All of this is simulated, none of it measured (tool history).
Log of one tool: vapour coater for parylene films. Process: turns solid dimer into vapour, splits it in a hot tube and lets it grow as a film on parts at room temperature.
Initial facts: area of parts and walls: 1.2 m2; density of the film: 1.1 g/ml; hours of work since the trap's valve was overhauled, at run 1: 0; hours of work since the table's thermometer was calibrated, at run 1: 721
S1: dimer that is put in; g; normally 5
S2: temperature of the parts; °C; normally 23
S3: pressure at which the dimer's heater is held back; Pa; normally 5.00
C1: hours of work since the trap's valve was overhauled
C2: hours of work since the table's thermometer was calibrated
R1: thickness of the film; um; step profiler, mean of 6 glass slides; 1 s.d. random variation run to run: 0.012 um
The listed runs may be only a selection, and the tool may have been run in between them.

run   hour  S1  S2     S3   C1   C2    R1
  1    0.0   5  23   5.00    0  721  2.46
  2   11.8   3  23   5.00    9  731  1.47
  3   24.6   5  23   5.00   20  741  2.45
  4   40.5   5  23   5.00   32  754  2.45
  5   59.1   4  23   5.00   47  769  1.95
  6   83.9   5  23   5.00   67  788  2.41
  7  101.3   5  23   5.00   81  802  2.40
  8  113.8   5  23   2.13   91  812  2.87
  9  124.5   5  23   5.00   99  821  2.41
 10  148.9   5  23   5.00  119  840  2.41
 11  166.5   5  23   5.00  133  854  2.39
 12  189.7   5  23   5.00  151  873  2.38
 13  204.5   5  23   6.43  163  885  2.27
 14  217.2   5  23   5.00  173  895  2.36
     220.3  -- table's thermometer calibrated
 15  229.3   5  23   5.00  182    7  2.34
 16  253.1   5  23   5.00  201   26  2.39
     260.8  -- table's thermometer calibrated, once more
 17  265.3   5  23  10.85  210    4  1.99
 18  282.7   5  23  10.85  224   17  1.99
 19  305.2   5  23  10.85  242   35  1.96
 20  321.3   5  23   5.02  255   48  2.29
 21  343.9   5  23   5.00  273   66  2.30
 22  368.9   5  23   5.00  293   86  2.28
 23  384.4   5  23   5.63  305   99  2.22
 24  401.1   5  22   5.42  318  112  2.32
 25  419.4   5  22   5.42  333  126  2.31
 26  429.8   3  17   8.87  341  135  1.57
 27  449.1   5  34   3.15  357  150  1.55
 28  464.2   5  34   3.15  369  162  1.54
 29  475.8   3  20   5.00  378  171  1.53
 30  499.3   7  23   2.76  397  190  3.52
 31  515.7   6  20   4.20  410  203  3.14
 32  537.2   6  20   4.20  427  220  3.15
 33  550.3   6  17   8.36  437  231  3.07
 34  570.8   6  22   8.36  454  247  2.49
 35  587.4   8  23   2.16  467  261  4.18
 36  603.8   2  23   5.00  480  274  0.88
     617.3  -- trap's valve overhauled
 37  625.0   2  30   5.00    6  287  0.73
 38  649.8   2  30   5.00   26  307  0.72
 39  663.1   3  23   2.53   36  318  1.69
 40  675.8   3  23   3.79   47  328  1.54
 41  691.6   3  15  10.47   59  340  1.78
 42  709.7   5  15   7.12   74  355  3.17
 43  726.3   7  15   7.36   87  368  4.39
 44  746.8   8  29   2.03  103  384  3.58
 45  768.4   6  27   5.58  120  402  2.38
 46  789.6   4  27   5.58  137  419  1.57

Pick out some run-to-run changes in R1. Of each, how much would a tool without hidden state show as well, from the settings, what came in and chance, and how much is left for the hidden state and any gauge scatter not in both results compared?
Hidden conditions of the tool in this case: vapour lost through the trap's worn valve, %; true temperature of the parts over the reading, C; drift of the gauge itself on film_um, %.
Run 29 -> 30: S1 3 -> 7, S2 20 -> 23, S3 5.00 -> 2.76. R1 +1.99 um: hidden state -0.20, all else +2.19.
Run 34 -> 35: S1 6 -> 8, S2 22 -> 23, S3 8.36 -> 2.16. R1 +1.69 um: hidden state -0.20, all else +1.89.
Run 35 -> 36: S1 8 -> 2, S3 2.16 -> 5.00. R1 -3.30 um: hidden state +0.37, all else -3.67.
